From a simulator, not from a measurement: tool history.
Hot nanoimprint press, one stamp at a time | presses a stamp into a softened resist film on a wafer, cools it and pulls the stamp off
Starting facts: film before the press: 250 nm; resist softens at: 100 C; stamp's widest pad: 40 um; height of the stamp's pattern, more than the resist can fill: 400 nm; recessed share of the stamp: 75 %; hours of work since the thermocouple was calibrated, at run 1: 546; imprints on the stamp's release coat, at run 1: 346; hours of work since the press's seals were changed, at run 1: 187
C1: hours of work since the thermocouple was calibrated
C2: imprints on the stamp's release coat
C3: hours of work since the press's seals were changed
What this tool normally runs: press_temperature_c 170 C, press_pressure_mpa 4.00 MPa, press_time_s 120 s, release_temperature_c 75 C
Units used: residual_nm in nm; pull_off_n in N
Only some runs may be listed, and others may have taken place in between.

run 1 hour=0.0 | press_temperature_c=170 press_pressure_mpa=4.00 press_time_s=120 release_temperature_c=75 | C1=546 C2=346 C3=187 | residual_nm=99.9 pull_off_n=218
run 2 hour=13.2 | press_temperature_c=170 press_pressure_mpa=4.00 press_time_s=120 release_temperature_c=75 | C1=554 C2=382 C3=195 | residual_nm=102.0 pull_off_n=215
run 3 hour=24.9 | press_temperature_c=162 press_pressure_mpa=4.00 press_time_s=120 release_temperature_c=75 | C1=561 C2=414 C3=202 | residual_nm=148.4 pull_off_n=223
-- hour=34.1 plate thermocouple calibrated
run 4 hour=44.3 | press_temperature_c=162 press_pressure_mpa=4.00 press_time_s=120 release_temperature_c=75 | C1=6 C2=459 C3=211 | residual_nm=158.0 pull_off_n=230
run 5 hour=59.0 | press_temperature_c=162 press_pressure_mpa=4.00 press_time_s=120 release_temperature_c=75 | C1=15 C2=499 C3=220 | residual_nm=157.5 pull_off_n=220
run 6 hour=81.7 | press_temperature_c=167 press_pressure_mpa=4.00 press_time_s=120 release_temperature_c=75 | C1=28 C2=561 C3=233 | residual_nm=125.9 pull_off_n=230
run 7 hour=97.7 | press_temperature_c=170 press_pressure_mpa=4.00 press_time_s=120 release_temperature_c=71 | C1=38 C2=604 C3=243 | residual_nm=109.1 pull_off_n=233
run 8 hour=111.0 | press_temperature_c=170 press_pressure_mpa=4.00 press_time_s=120 release_temperature_c=71 | C1=45 C2=641 C3=251 | residual_nm=108.3 pull_off_n=246
run 9 hour=125.0 | press_temperature_c=170 press_pressure_mpa=4.00 press_time_s=120 release_temperature_c=71 | C1=54 C2=679 C3=259 | residual_nm=108.0 pull_off_n=244
run 10 hour=136.3 | press_temperature_c=170 press_pressure_mpa=4.00 press_time_s=120 release_temperature_c=71 | C1=60 C2=710 C3=265 | residual_nm=109.6 pull_off_n=249
run 11 hour=159.2 | press_temperature_c=170 press_pressure_mpa=4.00 press_time_s=120 release_temperature_c=71 | C1=74 C2=772 C3=279 | residual_nm=109.5 pull_off_n=249
-- hour=170.0 plate thermocouple calibrated, once more
run 12 hour=184.8 | press_temperature_c=170 press_pressure_mpa=3.04 press_time_s=73 release_temperature_c=71 | C1=9 C2=834 C3=292 | residual_nm=123.8 pull_off_n=245

The next listed run, before its measurement:
run 13 hour=204.6 | press_temperature_c=170 press_pressure_mpa=3.04 press_time_s=73 release_temperature_c=71 | C1=20 C2=888 C3=304 | residual_nm=? pull_off_n=?

residual_nm: 122.1 nm
pull_off_n: 246 N
Had the tool carried no hidden state, the very same run would have given residual_nm 121.5 nm, pull_off_n 196 N.
